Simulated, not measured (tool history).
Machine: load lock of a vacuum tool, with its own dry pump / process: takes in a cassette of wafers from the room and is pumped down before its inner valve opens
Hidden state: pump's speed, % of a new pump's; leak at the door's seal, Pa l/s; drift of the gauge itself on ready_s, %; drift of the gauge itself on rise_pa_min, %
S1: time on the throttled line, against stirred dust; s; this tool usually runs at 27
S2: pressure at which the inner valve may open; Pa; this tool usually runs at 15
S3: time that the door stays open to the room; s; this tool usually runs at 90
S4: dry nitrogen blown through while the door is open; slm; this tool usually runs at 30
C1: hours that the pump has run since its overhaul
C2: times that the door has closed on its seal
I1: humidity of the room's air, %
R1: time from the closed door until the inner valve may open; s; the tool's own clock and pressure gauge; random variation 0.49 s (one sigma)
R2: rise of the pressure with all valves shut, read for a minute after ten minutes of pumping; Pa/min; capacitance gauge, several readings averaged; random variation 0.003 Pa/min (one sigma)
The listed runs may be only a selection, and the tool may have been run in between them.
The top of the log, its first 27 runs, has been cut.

| run | hour | S1 | S2 | S3 | S4 | C1 | C2 | I1 | R1 | R2 |
|---|---|---|---|---|---|---|---|---|---|---|
| 28 | 3915.9 | 40 | 20 | 98 | 30 | 13389 | 20121 | 42.7 | 73.7 | 0.028 |
| 29 | 4015.7 | 27 | 13 | 90 | 30 | 13489 | 20321 | 47.3 | 66.2 | 0.039 |
| 30 | 4108 | 27 | 24 | 90 | 15 | 13582 | 20507 | 46.5 | 62.9 | 0.046 |
| 31 | 4236.3 | 27 | 24 | 38 | 15 | 13710 | 20764 | 45.2 | 61.3 | 0.033 |
| 32 | 4383.8 | 22 | 16 | 31 | 20 | 13857 | 21060 | 45.1 | 60.4 | 0.024 |
| 33 | 4590.3 | 23 | 16 | 31 | 21 | 14064 | 21474 | 44.1 | 62.5 | 0.021 |
| 34 | 4715.7 | 14 | 27 | 130 | 34 | 14189 | 21725 | 46.1 | 52.2 | 0.031 |
| 35 | 4903.5 | 27 | 27 | 53 | 30 | 14377 | 22102 | 50.1 | 61.4 | 0.024 |
| 36 | 5101.3 | 16 | 27 | 176 | 30 | 14575 | 22499 | 45.8 | 54.4 | 0.041 |
| 37 | 5210.3 | 32 | 15 | 90 | 38 | 14684 | 22718 | 44.2 | 68 | 0.022 |

Branching from run 37: 4 alternative next runs. What would each branch give?
| A | 5404 | 16 | 29 | 90 | 16 | 14878 | 23106 | 43.5 | ? | ? |
| B | 5404 | 27 | 15 | 90 | 8 | 14878 | 23106 | 44.4 | ? | ? |
| C | 5404 | 19 | 15 | 90 | 4 | 14878 | 23106 | 46.2 | ? | ? |
| D | 5404 | 27 | 10 | 90 | 30 | 14878 | 23106 | 46.6 | ? | ? |

| run | R1 | R2 |
|---|---|---|
| A | 53.6 | 0.038 |
| B | 64.9 | 0.056 |
| C | 58.7 | 0.075 |
| D | 66.6 | 0.026 |
Without the tool's hidden state the same runs would have given:
| run | R1 | R2 |
|---|---|---|
| A | 53.6 | 0.038 |
| B | 64.9 | 0.056 |
| C | 58.7 | 0.075 |
| D | 66.6 | 0.026 |

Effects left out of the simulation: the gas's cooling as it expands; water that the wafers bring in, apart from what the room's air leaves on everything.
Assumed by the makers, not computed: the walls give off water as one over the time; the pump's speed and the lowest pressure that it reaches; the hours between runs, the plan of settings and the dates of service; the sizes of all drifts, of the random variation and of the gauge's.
